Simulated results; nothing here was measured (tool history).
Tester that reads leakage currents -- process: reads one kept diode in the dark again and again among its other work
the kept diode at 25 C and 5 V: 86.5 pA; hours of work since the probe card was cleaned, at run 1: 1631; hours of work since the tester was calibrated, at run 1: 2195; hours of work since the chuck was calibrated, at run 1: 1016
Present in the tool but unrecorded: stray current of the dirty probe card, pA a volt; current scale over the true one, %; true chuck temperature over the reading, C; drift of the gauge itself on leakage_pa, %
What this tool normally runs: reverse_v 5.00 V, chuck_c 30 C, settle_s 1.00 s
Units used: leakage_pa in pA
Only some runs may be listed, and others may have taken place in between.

run	hour	reverse_v	chuck_c	settle_s	hours of work since the probe card was cleaned	hours of work since the tester was calibrated	hours of work since the chuck was calibrated	leakage_pa
1	0.0	5.00	30	1.00	1631	2195	1016	128.71
2	39.4	5.00	30	1.00	1660	2224	1045	128.06
3	95.9	5.00	30	1.00	1702	2266	1087	127.98
# hour 125.4: tester calibrated
4	154.6	5.00	30	1.00	1745	22	1129	130.04
5	204.0	5.00	30	1.00	1782	59	1166	130.26
6	257.6	5.00	30	1.00	1822	99	1206	130.70
7	316.3	5.00	30	1.00	1865	142	1250	129.51
8	381.3	5.00	30	1.00	1914	191	1298	128.95
9	439.2	1.91	23	1.00	1957	234	1342	48.15
10	492.7	1.91	23	1.00	1997	274	1382	48.13
11	556.6	7.74	39	3.08	2044	322	1429	298.03
12	610.7	7.74	24	3.08	2085	362	1469	104.52
13	670.6	1.57	21	2.41	2129	406	1514	37.58
14	721.6	1.04	33	4.18	2167	445	1552	74.94
15	792.8	1.04	33	4.18	2221	498	1605	75.19
16	836.7	7.44	33	2.88	2253	530	1638	191.44

Consider 3 possible next runs. They are alternatives, not a sequence: every one starts from the tool as it was left by run 16. What does each give?
A	883.0	7.91	39	0.83	2288	565	1673	?
B	883.0	7.44	33	2.17	2288	565	1673	?
C	883.0	2.98	30	4.17	2288	565	1673	?

run	leakage_pa
A	301.90
B	191.29
C	99.20
With the hidden condition removed and each run's random variation left untouched, the same runs would have given:
run	leakage_pa
A	311.72
B	193.15
C	102.18
